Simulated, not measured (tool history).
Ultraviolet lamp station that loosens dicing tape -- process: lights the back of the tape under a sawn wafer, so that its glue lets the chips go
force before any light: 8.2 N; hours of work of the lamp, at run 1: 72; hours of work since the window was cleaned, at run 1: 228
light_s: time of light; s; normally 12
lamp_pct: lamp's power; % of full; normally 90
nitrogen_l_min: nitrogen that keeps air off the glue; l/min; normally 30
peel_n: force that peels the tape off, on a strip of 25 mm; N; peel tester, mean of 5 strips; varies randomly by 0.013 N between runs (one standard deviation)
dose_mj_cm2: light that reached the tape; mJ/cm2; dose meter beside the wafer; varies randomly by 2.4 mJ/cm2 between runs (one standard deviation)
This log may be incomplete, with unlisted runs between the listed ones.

run   hour  light_s  lamp_pct  nitrogen_l_min  hours of work of the lamp  hours of work since the window was cleaned  peel_n  dose_mj_cm2
  1    0.0       12        90              30                         72                                         228   0.609          268
  2   22.7       12        76              30                         87                                         242   0.898          227
  3   45.9       12        76              30                        101                                         256   0.890          224
  4   64.5       12        76              30                        113                                         268   0.906          230
  5   88.0       12        76              30                        128                                         283   0.875          234
  6  116.3       12        76              30                        145                                         301   0.904          228
  7  130.9       12        76              30                        155                                         310   0.896          224
  8  156.5        9        90              30                        171                                         326   1.123          204
  9  180.7        9        90              30                        186                                         341   1.122          203
 10  200.3        9        90              30                        198                                         353   1.107          199
 11  217.3       16        90              30                        209                                         364   0.336          359
     222.6  -- window cleaned of glue's vapour
 12  245.2       18        90              30                        226                                          14   0.261          407
 13  261.4       18        90              30                        236                                          24   0.267          407
 14  290.0       12        71              34                        254                                          42   0.917          211
 15  318.5       16        90              39                        272                                          60   0.280          359
 16  348.1       24        90              30                        291                                          79   0.180          539
 17  365.2       24        90              30                        302                                          90   0.177          538
 18  389.6        7        83              49                        317                                         105   1.552          148
 19  410.8       12        81              11                        330                                         118   1.457          243
 20  430.7       22        79              11                        343                                         131   0.459          435
 21  449.3       22        79              58                        354                                         142   0.174          434
 22  474.4       12        90              31                        370                                         158   0.614          270
 23  491.1       12        90              31                        381                                         169   0.602          270
 24  508.1        6        78              23                        391                                         179   2.652          116
 25  530.1       10        78               9                        405                                         193   2.124          191

Each row is a separate what-if for the run after 25, all from the same tool condition, not one after another. Results?
  A  549.4       11        81              21                        417                                         205       ?            ?
  B  549.4        6        78               9                        417                                         205       ?            ?
  C  549.4        9        78               9                        417                                         205       ?            ?
  D  549.4       12        85              21                        417                                         205       ?            ?

run  peel_n  dose_mj_cm2
  A   1.130          218
  B   3.671          114
  C   2.467          176
  D   0.872          256
The same runs, with their run-to-run variation unchanged, on a tool lacking any hidden condition would have given:
run  peel_n  dose_mj_cm2
  A   1.127          218
  B   3.667          114
  C   2.463          176
  D   0.870          257

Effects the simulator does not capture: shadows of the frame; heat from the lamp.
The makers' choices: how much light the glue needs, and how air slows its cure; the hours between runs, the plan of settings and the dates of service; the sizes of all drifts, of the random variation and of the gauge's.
